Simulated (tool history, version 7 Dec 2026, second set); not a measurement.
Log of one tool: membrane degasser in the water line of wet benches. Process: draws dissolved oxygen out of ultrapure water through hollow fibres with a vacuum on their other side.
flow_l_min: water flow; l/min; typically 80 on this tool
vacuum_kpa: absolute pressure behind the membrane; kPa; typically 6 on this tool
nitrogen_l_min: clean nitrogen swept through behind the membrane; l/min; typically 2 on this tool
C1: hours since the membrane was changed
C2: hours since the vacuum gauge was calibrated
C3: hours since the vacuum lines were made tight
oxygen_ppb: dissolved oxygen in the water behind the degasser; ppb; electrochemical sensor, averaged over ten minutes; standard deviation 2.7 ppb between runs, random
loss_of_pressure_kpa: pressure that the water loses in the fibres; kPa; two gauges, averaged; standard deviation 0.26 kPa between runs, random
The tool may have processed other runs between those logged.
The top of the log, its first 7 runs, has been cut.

run 8 hour=1073.1 | flow_l_min=52 vacuum_kpa=6 nitrogen_l_min=2 | C1=8056 C2=3919 C3=4798 | oxygen_ppb=181.7 loss_of_pressure_kpa=47.89
run 9 hour=1235.8 | flow_l_min=67 vacuum_kpa=6 nitrogen_l_min=2 | C1=8219 C2=4081 C3=4961 | oxygen_ppb=248.8 loss_of_pressure_kpa=61.89
-- hour=1248 vacuum gauge calibrated
run 10 hour=1425 | flow_l_min=67 vacuum_kpa=6 nitrogen_l_min=2 | C1=8408 C2=177 C3=5150 | oxygen_ppb=257.4 loss_of_pressure_kpa=61.73
run 11 hour=1534.6 | flow_l_min=67 vacuum_kpa=6 nitrogen_l_min=2 | C1=8517 C2=287 C3=5259 | oxygen_ppb=250.6 loss_of_pressure_kpa=61.67
run 12 hour=1639.9 | flow_l_min=67 vacuum_kpa=6 nitrogen_l_min=2 | C1=8623 C2=392 C3=5365 | oxygen_ppb=256.8 loss_of_pressure_kpa=61.84
run 13 hour=1763.6 | flow_l_min=67 vacuum_kpa=6 nitrogen_l_min=2 | C1=8746 C2=516 C3=5488 | oxygen_ppb=262.1 loss_of_pressure_kpa=61.82
run 14 hour=1918.1 | flow_l_min=67 vacuum_kpa=6 nitrogen_l_min=2 | C1=8901 C2=670 C3=5643 | oxygen_ppb=261.6 loss_of_pressure_kpa=62.3
-- hour=1986.8 vacuum gauge calibrated, once more
run 15 hour=2039 | flow_l_min=80 vacuum_kpa=6 nitrogen_l_min=2 | C1=9021 C2=52 C3=5763 | oxygen_ppb=288.4 loss_of_pressure_kpa=74.23
run 16 hour=2187.5 | flow_l_min=80 vacuum_kpa=6 nitrogen_l_min=2 | C1=9170 C2=201 C3=5912 | oxygen_ppb=290 loss_of_pressure_kpa=73.9
run 17 hour=2352.7 | flow_l_min=108 vacuum_kpa=6.43 nitrogen_l_min=2.89 | C1=9335 C2=366 C3=6077 | oxygen_ppb=401.7 loss_of_pressure_kpa=100.12
run 18 hour=2484.1 | flow_l_min=108 vacuum_kpa=6.43 nitrogen_l_min=2.89 | C1=9466 C2=497 C3=6208 | oxygen_ppb=397.1 loss_of_pressure_kpa=100.25
run 19 hour=2640.8 | flow_l_min=66 vacuum_kpa=10.47 nitrogen_l_min=2.89 | C1=9623 C2=654 C3=6365 | oxygen_ppb=394 loss_of_pressure_kpa=60.96
run 20 hour=2741.3 | flow_l_min=127 vacuum_kpa=4.16 nitrogen_l_min=1.14 | C1=9724 C2=754 C3=6466 | oxygen_ppb=395.4 loss_of_pressure_kpa=118.24
run 21 hour=2913.5 | flow_l_min=70 vacuum_kpa=4.16 nitrogen_l_min=2.52 | C1=9896 C2=927 C3=6638 | oxygen_ppb=109.8 loss_of_pressure_kpa=64.88
run 22 hour=3029.9 | flow_l_min=57 vacuum_kpa=11.82 nitrogen_l_min=1.34 | C1=10012 C2=1043 C3=6754 | oxygen_ppb=706.1 loss_of_pressure_kpa=53.13
run 23 hour=3206.4 | flow_l_min=103 vacuum_kpa=9.35 nitrogen_l_min=4.23 | C1=10189 C2=1220 C3=6931 | oxygen_ppb=456.6 loss_of_pressure_kpa=95.85
run 24 hour=3371.3 | flow_l_min=103 vacuum_kpa=9.35 nitrogen_l_min=4.23 | C1=10354 C2=1384 C3=7096 | oxygen_ppb=456.4 loss_of_pressure_kpa=96.05
run 25 hour=3473.1 | flow_l_min=117 vacuum_kpa=6.89 nitrogen_l_min=5.53 | C1=10455 C2=1486 C3=7197 | oxygen_ppb=369.2 loss_of_pressure_kpa=108.96
run 26 hour=3555.5 | flow_l_min=117 vacuum_kpa=6.89 nitrogen_l_min=5.53 | C1=10538 C2=1569 C3=7280 | oxygen_ppb=372 loss_of_pressure_kpa=108.63
run 27 hour=3673.3 | flow_l_min=85 vacuum_kpa=4.07 nitrogen_l_min=2.39 | C1=10656 C2=1686 C3=7397 | oxygen_ppb=161.3 loss_of_pressure_kpa=79.32
run 28 hour=3803.1 | flow_l_min=53 vacuum_kpa=14.3 nitrogen_l_min=1.12 | C1=10785 C2=1816 C3=7527 | oxygen_ppb=951.1 loss_of_pressure_kpa=49.55
run 29 hour=3944.5 | flow_l_min=127 vacuum_kpa=6 nitrogen_l_min=2 | C1=10927 C2=1958 C3=7669 | oxygen_ppb=557 loss_of_pressure_kpa=118.42
run 30 hour=4110.9 | flow_l_min=58 vacuum_kpa=12.62 nitrogen_l_min=2 | C1=11093 C2=2124 C3=7835 | oxygen_ppb=571.7 loss_of_pressure_kpa=54.13
run 31 hour=4298.4 | flow_l_min=51 vacuum_kpa=9.5 nitrogen_l_min=1.04 | C1=11281 C2=2312 C3=8023 | oxygen_ppb=589 loss_of_pressure_kpa=47.61
-- hour=4350.6 seals of the vacuum lines changed
run 32 hour=4448 | flow_l_min=107 vacuum_kpa=3.64 nitrogen_l_min=2 | C1=11428 C2=2459 C3=97 | oxygen_ppb=228.9 loss_of_pressure_kpa=100.6

3 ways to go on from here, each from the tool as it stands after run 32. What would each give?
run A hour=4533.9 | flow_l_min=107 vacuum_kpa=3.64 nitrogen_l_min=1.77 | C1=11514 C2=2545 C3=183 | oxygen_ppb=? loss_of_pressure_kpa=?
run B hour=4533.9 | flow_l_min=92 vacuum_kpa=7.63 nitrogen_l_min=2 | C1=11514 C2=2545 C3=183 | oxygen_ppb=? loss_of_pressure_kpa=?
run C hour=4533.9 | flow_l_min=64 vacuum_kpa=3.64 nitrogen_l_min=2.36 | C1=11514 C2=2545 C3=183 | oxygen_ppb=? loss_of_pressure_kpa=?

run=A oxygen_ppb=234.8 loss_of_pressure_kpa=100.23
run=B oxygen_ppb=501.9 loss_of_pressure_kpa=86.15
run=C oxygen_ppb=73.7 loss_of_pressure_kpa=60.39
With the hidden condition removed and each run's random variation left untouched, the same runs would have given:
run=A oxygen_ppb=171.4 loss_of_pressure_kpa=92.72
run=B oxygen_ppb=457.1 loss_of_pressure_kpa=79.71
run=C oxygen_ppb=50.3 loss_of_pressure_kpa=55.89
